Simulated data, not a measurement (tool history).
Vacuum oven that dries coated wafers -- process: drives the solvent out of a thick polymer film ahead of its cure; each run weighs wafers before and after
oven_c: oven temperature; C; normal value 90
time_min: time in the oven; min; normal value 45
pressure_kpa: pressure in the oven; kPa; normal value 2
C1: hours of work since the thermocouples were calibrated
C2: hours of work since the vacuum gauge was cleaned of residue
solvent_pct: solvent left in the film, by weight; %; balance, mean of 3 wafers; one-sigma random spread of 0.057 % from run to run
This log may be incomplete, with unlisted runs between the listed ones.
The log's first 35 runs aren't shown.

{"run": 36, "day": 57.212, "oven_c": 90, "time_min": 45, "pressure_kpa": 1.34, "C1": 516, "C2": 1781, "solvent_pct": 2.31}
{"run": 37, "day": 58.833, "oven_c": 90, "time_min": 54, "pressure_kpa": 1.34, "C1": 538, "C2": 1803, "solvent_pct": 1.84}
{"run": 38, "day": 60.746, "oven_c": 97, "time_min": 54, "pressure_kpa": 7.58, "C1": 563, "C2": 1828, "solvent_pct": 2.82}
{"run": 39, "day": 62.75, "oven_c": 77, "time_min": 45, "pressure_kpa": 2, "C1": 590, "C2": 1855, "solvent_pct": 7.52}
{"run": 40, "day": 64.975, "oven_c": 85, "time_min": 53, "pressure_kpa": 6.81, "C1": 619, "C2": 1884, "solvent_pct": 5.76}
{"run": 41, "day": 66.292, "oven_c": 77, "time_min": 53, "pressure_kpa": 3.47, "C1": 637, "C2": 1902, "solvent_pct": 7.51}
{"day": 66.933, "done": "oven's thermocouples calibrated"}
{"run": 42, "day": 68.379, "oven_c": 77, "time_min": 53, "pressure_kpa": 3.47, "C1": 19, "C2": 1929, "solvent_pct": 7.56}
{"run": 43, "day": 69.429, "oven_c": 86, "time_min": 55, "pressure_kpa": 1.74, "C1": 33, "C2": 1943, "solvent_pct": 3}
{"run": 44, "day": 71.1, "oven_c": 99, "time_min": 29, "pressure_kpa": 4.18, "C1": 55, "C2": 1965, "solvent_pct": 2.38}
{"run": 45, "day": 72.229, "oven_c": 79, "time_min": 64, "pressure_kpa": 2.97, "C1": 70, "C2": 1980, "solvent_pct": 5.57}
{"run": 46, "day": 74.154, "oven_c": 105, "time_min": 23, "pressure_kpa": 2.16, "C1": 96, "C2": 2005, "solvent_pct": 1.35}

Below are 3 alternative next runs, each starting from the tool's condition after run 46. Predict each:
{"run": "A", "day": 75.767, "oven_c": 92, "time_min": 67, "pressure_kpa": 2.16, "C1": 117, "C2": 2027, "solvent_pct": "?"}
{"run": "B", "day": 75.767, "oven_c": 105, "time_min": 23, "pressure_kpa": 3.84, "C1": 117, "C2": 2027, "solvent_pct": "?"}
{"run": "C", "day": 75.767, "oven_c": 85, "time_min": 25, "pressure_kpa": 1.29, "C1": 117, "C2": 2027, "solvent_pct": "?"}

run=A solvent_pct=1.33
run=B solvent_pct=1.75
run=C solvent_pct=7.06
Stripped of hidden state, with their random variation kept, the same runs would have yielded:
run=A solvent_pct=1.31
run=B solvent_pct=1.74
run=C solvent_pct=7.04
